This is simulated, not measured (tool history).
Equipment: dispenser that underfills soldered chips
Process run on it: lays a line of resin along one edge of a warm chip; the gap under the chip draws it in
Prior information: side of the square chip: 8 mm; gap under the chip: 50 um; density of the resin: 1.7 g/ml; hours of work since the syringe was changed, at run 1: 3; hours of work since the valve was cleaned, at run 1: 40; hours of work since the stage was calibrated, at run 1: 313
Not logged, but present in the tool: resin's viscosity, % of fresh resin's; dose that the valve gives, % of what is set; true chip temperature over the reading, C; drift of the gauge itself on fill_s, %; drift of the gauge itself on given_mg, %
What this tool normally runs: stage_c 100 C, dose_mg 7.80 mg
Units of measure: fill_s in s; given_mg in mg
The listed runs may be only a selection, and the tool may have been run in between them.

| run | hour | stage_c | dose_mg | hours of work since the syringe was changed | hours of work since the valve was cleaned | hours of work since the stage was calibrated | fill_s | given_mg |
|---|---|---|---|---|---|---|---|---|
| 1 | 0.0 | 100 | 7.80 | 3 | 40 | 313 | 47.3 | 7.53 |
|  | 4.9 | new syringe of resin |
| 2 | 10.9 | 88 | 7.80 | 4 | 48 | 321 | 74.7 | 7.43 |
|  | 13.5 | new syringe of resin |
| 3 | 19.3 | 88 | 7.80 | 4 | 54 | 326 | 74.4 | 7.41 |
|  | 22.2 | new syringe of resin |
| 4 | 29.0 | 88 | 7.80 | 5 | 60 | 333 | 77.4 | 7.30 |
|  | 30.8 | new syringe of resin |
| 5 | 35.0 | 100 | 7.80 | 3 | 64 | 337 | 48.1 | 7.33 |
|  | 39.5 | new syringe of resin |
|  | 41.4 | dispensing valve cleaned and set on the balance |
| 6 | 47.2 | 100 | 7.80 | 5 | 4 | 345 | 51.6 | 7.76 |
|  | 49.2 | new syringe of resin |
| 7 | 57.3 | 100 | 7.80 | 6 | 11 | 352 | 53.6 | 7.73 |
|  | 58.5 | new syringe of resin |
| 8 | 62.7 | 100 | 7.80 | 3 | 15 | 355 | 47.8 | 7.68 |
|  | 67.3 | new syringe of resin |
| 9 | 71.3 | 100 | 7.11 | 3 | 20 | 361 | 47.2 | 7.00 |
|  | 76.6 | new syringe of resin |
| 10 | 82.2 | 100 | 7.80 | 4 | 28 | 368 | 48.4 | 7.61 |
|  | 85.9 | new syringe of resin |
| 11 | 88.4 | 100 | 7.80 | 2 | 32 | 373 | 42.7 | 7.54 |
|  | 94.5 | new syringe of resin |
| 12 | 99.1 | 100 | 8.91 | 3 | 39 | 380 | 45.5 | 8.54 |
|  | 103.3 | new syringe of resin |
| 13 | 109.7 | 100 | 8.91 | 5 | 47 | 387 | 50.0 | 8.51 |
|  | 111.8 | new syringe of resin |
| 14 | 117.0 | 100 | 9.61 | 4 | 52 | 392 | 46.6 | 9.13 |
|  | 120.4 | new syringe of resin |
| 15 | 122.9 | 100 | 9.61 | 2 | 55 | 396 | 41.7 | 9.11 |
|  | 129.5 | new syringe of resin |
| 16 | 130.0 | 100 | 9.61 | 0 | 60 | 401 | 39.8 | 9.01 |
|  | 138.2 | new syringe of resin |
|  | 142.0 | dispensing valve cleaned and set on the balance |
| 17 | 143.3 | 100 | 9.81 | 3 | 1 | 409 | 44.5 | 9.73 |
|  | 148.1 | new syringe of resin |
| 18 | 152.8 | 110 | 8.50 | 3 | 7 | 416 | 32.7 | 8.42 |
|  | 157.0 | new syringe of resin |
| 19 | 162.2 | 110 | 8.50 | 4 | 14 | 422 | 33.8 | 8.35 |
|  | 165.6 | new syringe of resin |
| 20 | 172.7 | 110 | 8.88 | 5 | 21 | 429 | 37.0 | 8.65 |
|  | 174.2 | new syringe of resin |
|  | 183.6 | new syringe of resin |
| 21 | 184.6 | 109 | 9.83 | 1 | 29 | 437 | 28.7 | 9.55 |
| 22 | 190.1 | 105 | 7.91 | 5 | 33 | 441 | 41.8 | 7.64 |
|  | 192.7 | new syringe of resin |
| 23 | 196.5 | 113 | 7.05 | 3 | 37 | 445 | 31.7 | 6.73 |
|  | 201.6 | new syringe of resin |
| 24 | 204.5 | 105 | 7.93 | 2 | 42 | 451 | 37.5 | 7.58 |
|  | 210.5 | new syringe of resin |
| 25 | 213.8 | 109 | 7.80 | 2 | 49 | 457 | 33.2 | 7.42 |
|  | 219.7 | new syringe of resin |
| 26 | 225.9 | 104 | 7.44 | 4 | 57 | 466 | 45.5 | 7.01 |
|  | 228.2 | new syringe of resin |
| 27 | 232.5 | 94 | 10.02 | 3 | 62 | 470 | 54.7 | 9.42 |
|  | 236.7 | new syringe of resin |
| 28 | 238.4 | 102 | 9.05 | 1 | 65 | 474 | 37.7 | 8.38 |
|  | 242.7 | dispensing valve cleaned and set on the balance |
|  | 246.8 | new syringe of resin |
| 29 | 251.5 | 101 | 7.28 | 3 | 6 | 482 | 45.7 | 7.24 |
|  | 255.3 | new syringe of resin |
| 30 | 261.0 | 101 | 7.28 | 4 | 12 | 489 | 47.2 | 7.19 |
|  | 264.3 | new syringe of resin |
|  | 273.3 | new syringe of resin |
| 31 | 273.8 | 103 | 7.28 | 0 | 21 | 497 | 35.2 | 7.17 |
|  | 282.3 | new syringe of resin |
| 32 | 282.7 | 111 | 8.42 | 0 | 27 | 503 | 26.8 | 8.18 |
|  | 290.8 | new syringe of resin |
| 33 | 290.8 | 99 | 9.89 | 0 | 33 | 509 | 38.6 | 9.57 |
| 34 | 298.4 | 93 | 7.80 | 5 | 38 | 514 | 64.2 | 7.49 |

Some steps in fill_s, run to run, broken into two amounts with sign: the step expected even without the hidden condition (settings, incoming material, random variation), and the rest, left for the hidden condition together with whatever gauge scatter is not in both the measured and the hidden-condition-free result:
Run 1 -> 2: stage_c 100 -> 88, new syringe of resin. fill_s +27.4 s: hidden state +6.4, all else +21.0.
Run 4 -> 5: stage_c 88 -> 100, new syringe of resin. fill_s -29.3 s: hidden state -8.7, all else -20.6.
Run 30 -> 31: stage_c 101 -> 103, new syringe of resin, new syringe of resin. fill_s -12.0 s: hidden state -8.8, all else -3.2.
Run 33 -> 34: stage_c 99 -> 93, dose_mg 9.89 -> 7.80. fill_s +25.6 s: hidden state +15.2, all else +10.4.
